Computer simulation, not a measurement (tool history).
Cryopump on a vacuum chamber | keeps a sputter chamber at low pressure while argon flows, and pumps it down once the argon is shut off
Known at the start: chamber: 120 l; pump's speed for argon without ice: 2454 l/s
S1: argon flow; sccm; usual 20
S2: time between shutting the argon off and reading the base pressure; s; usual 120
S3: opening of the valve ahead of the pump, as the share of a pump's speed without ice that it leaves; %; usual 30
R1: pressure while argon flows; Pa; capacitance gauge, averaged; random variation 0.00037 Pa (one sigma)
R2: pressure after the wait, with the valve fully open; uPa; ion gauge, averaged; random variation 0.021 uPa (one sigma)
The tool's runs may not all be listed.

run	hour	S1	S2	S3	R1	R2
1	0.0	20	120	30	0.0490	0.63
2	77.4	20	66	30	0.0502	1.00
3	119.8	20	66	30	0.0497	1.00
4	202.8	20	66	30	0.0496	1.02
5	287.5	20	66	30	0.0502	1.08
6	356.6	20	66	30	0.0503	1.09
7	421.2	20	120	30	0.0502	0.87
8	478.2	20	120	30	0.0513	0.85
9	544.7	20	120	30	0.0520	0.92
10	584.6	20	120	30	0.0515	0.90
# hour 609.1: pump warmed up, emptied and cooled again
11	648.1	20	120	30	0.0464	0.83
12	716.9	20	120	30	0.0465	0.84
13	798.4	20	120	30	0.0459	0.86
14	884.9	20	120	30	0.0470	0.92
15	969.0	20	120	30	0.0470	0.95
16	1026.1	20	120	30	0.0474	0.97
17	1111.8	20	120	30	0.0471	1.03
18	1185.3	20	120	30	0.0483	1.02
19	1260.8	20	120	30	0.0474	1.08
20	1333.5	20	35	53	0.0277	1.97
21	1375.0	20	35	53	0.0282	1.99
22	1463.6	20	35	28	0.0513	1.96
23	1524.3	40	120	30	0.0965	1.19
24	1611.5	10	175	21	0.0336	1.09
25	1648.9	10	25	26	0.0280	2.67
26	1699.2	20	64	30	0.0484	1.57
27	1764.5	20	59	15	0.0954	1.72
28	1817.3	36	120	18	0.1440	1.33
29	1880.2	14	120	17	0.0595	1.34
30	1923.5	14	120	17	0.0584	1.40
31	2013.9	11	120	37	0.0225	1.40
32	2057.1	34	23	38	0.0680	2.90
33	2143.2	34	23	38	0.0679	3.07

The same runs without the tool's hidden state, with the same run-to-run variation:
The hidden state here: pump's speed, % of a pump's without ice; cold plate's temperature, K; leak into the chamber, uPa l/s; drift of the gauge itself on working_pa, %; drift of the gauge itself on base_upa, %.
run	R1	R2
1	0.0456	0.48
2	0.0466	0.81
3	0.0460	0.80
4	0.0456	0.77
5	0.0459	0.79
6	0.0458	0.77
7	0.0454	0.50
8	0.0463	0.47
9	0.0468	0.50
10	0.0462	0.45
11	0.0460	0.51
12	0.0459	0.49
13	0.0452	0.49
14	0.0461	0.51
15	0.0459	0.51
16	0.0462	0.50
17	0.0457	0.52
18	0.0467	0.49
19	0.0457	0.51
20	0.0258	1.37
21	0.0262	1.36
22	0.0490	1.31
23	0.0917	0.50
24	0.0323	0.34
25	0.0266	1.90
26	0.0456	0.80
27	0.0923	0.90
28	0.1382	0.48
29	0.0571	0.45
30	0.0559	0.49
31	0.0205	0.46
32	0.0614	1.96
33	0.0608	2.04

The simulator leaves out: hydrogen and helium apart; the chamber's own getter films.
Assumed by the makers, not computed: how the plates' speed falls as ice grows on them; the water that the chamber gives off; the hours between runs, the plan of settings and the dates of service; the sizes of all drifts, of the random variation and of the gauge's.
